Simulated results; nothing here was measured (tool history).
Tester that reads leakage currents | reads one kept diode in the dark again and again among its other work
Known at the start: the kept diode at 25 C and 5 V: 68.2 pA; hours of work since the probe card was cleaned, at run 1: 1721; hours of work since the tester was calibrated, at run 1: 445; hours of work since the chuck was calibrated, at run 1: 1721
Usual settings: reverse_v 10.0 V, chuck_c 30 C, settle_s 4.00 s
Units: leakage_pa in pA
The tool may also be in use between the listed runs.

| run | hour | reverse_v | chuck_c | settle_s | hours of work since the probe card was cleaned | hours of work since the tester was calibrated | hours of work since the chuck was calibrated | leakage_pa |
|---|---|---|---|---|---|---|---|---|
| 1 | 0.0 | 10.0 | 30 | 4.00 | 1721 | 445 | 1721 | 146.15 |
| 2 | 164.6 | 10.0 | 51 | 4.00 | 1831 | 555 | 1831 | 826.33 |
| 3 | 359.5 | 10.0 | 30 | 8.49 | 1962 | 685 | 1962 | 145.94 |
| 4 | 459.8 | 4.3 | 30 | 4.00 | 2029 | 752 | 2029 | 100.55 |
| 5 | 597.3 | 4.3 | 30 | 4.00 | 2121 | 844 | 2121 | 101.17 |
| 6 | 739.2 | 4.3 | 30 | 4.00 | 2216 | 939 | 2216 | 100.76 |
| 7 | 876.1 | 10.0 | 30 | 4.00 | 2307 | 1030 | 2307 | 146.23 |
| 8 | 1007.0 | 10.0 | 50 | 4.00 | 2395 | 1118 | 2395 | 761.87 |
|  | 1077.0 | probe card cleaned and baked |
|  | 1079.0 | chuck's temperature calibrated |
| 9 | 1168.2 | 15.5 | 50 | 4.00 | 60 | 1222 | 60 | 936.64 |
| 10 | 1380.0 | 15.5 | 50 | 4.00 | 201 | 1364 | 201 | 929.99 |
| 11 | 1531.4 | 15.5 | 50 | 4.00 | 302 | 1465 | 302 | 929.76 |
| 12 | 1697.3 | 15.5 | 50 | 4.00 | 413 | 1576 | 413 | 928.69 |
| 13 | 1897.5 | 15.5 | 28 | 6.14 | 547 | 1710 | 547 | 148.37 |
| 14 | 2006.7 | 6.3 | 30 | 8.66 | 620 | 1783 | 620 | 119.18 |
| 15 | 2106.8 | 6.3 | 30 | 6.94 | 687 | 1850 | 687 | 119.69 |
| 16 | 2213.0 | 12.3 | 43 | 0.66 | 758 | 1921 | 758 | 488.60 |
| 17 | 2354.4 | 8.7 | 42 | 4.36 | 852 | 2015 | 852 | 378.97 |
| 18 | 2496.7 | 1.6 | 46 | 4.00 | 948 | 2110 | 948 | 248.08 |
| 19 | 2626.4 | 16.9 | 33 | 0.38 | 1034 | 2197 | 1034 | 255.13 |
| 20 | 2797.6 | 16.9 | 33 | 0.38 | 1149 | 2311 | 1149 | 255.14 |
| 21 | 2919.1 | 9.3 | 24 | 0.39 | 1230 | 2393 | 1230 | 91.29 |
| 22 | 3045.5 | 9.3 | 24 | 0.39 | 1314 | 2477 | 1314 | 91.26 |
| 23 | 3218.9 | 18.5 | 41 | 4.00 | 1430 | 2593 | 1430 | 490.54 |

4 ways to go on from here, each from the tool as it stands after run 23. What would each give?
| A | 3308.6 | 10.0 | 30 | 4.00 | 1490 | 2653 | 1490 | ? |
| B | 3308.6 | 10.8 | 51 | 0.34 | 1490 | 2653 | 1490 | ? |
| C | 3308.6 | 9.2 | 30 | 4.03 | 1490 | 2653 | 1490 | ? |
| D | 3308.6 | 13.8 | 30 | 4.00 | 1490 | 2653 | 1490 | ? |

| run | leakage_pa |
|---|---|
| A | 145.76 |
| B | 867.36 |
| C | 140.76 |
| D | 169.15 |
Without the tool's hidden state the same runs would have given:
| run | leakage_pa |
|---|---|
| A | 145.81 |
| B | 868.16 |
| C | 140.82 |
| D | 169.19 |

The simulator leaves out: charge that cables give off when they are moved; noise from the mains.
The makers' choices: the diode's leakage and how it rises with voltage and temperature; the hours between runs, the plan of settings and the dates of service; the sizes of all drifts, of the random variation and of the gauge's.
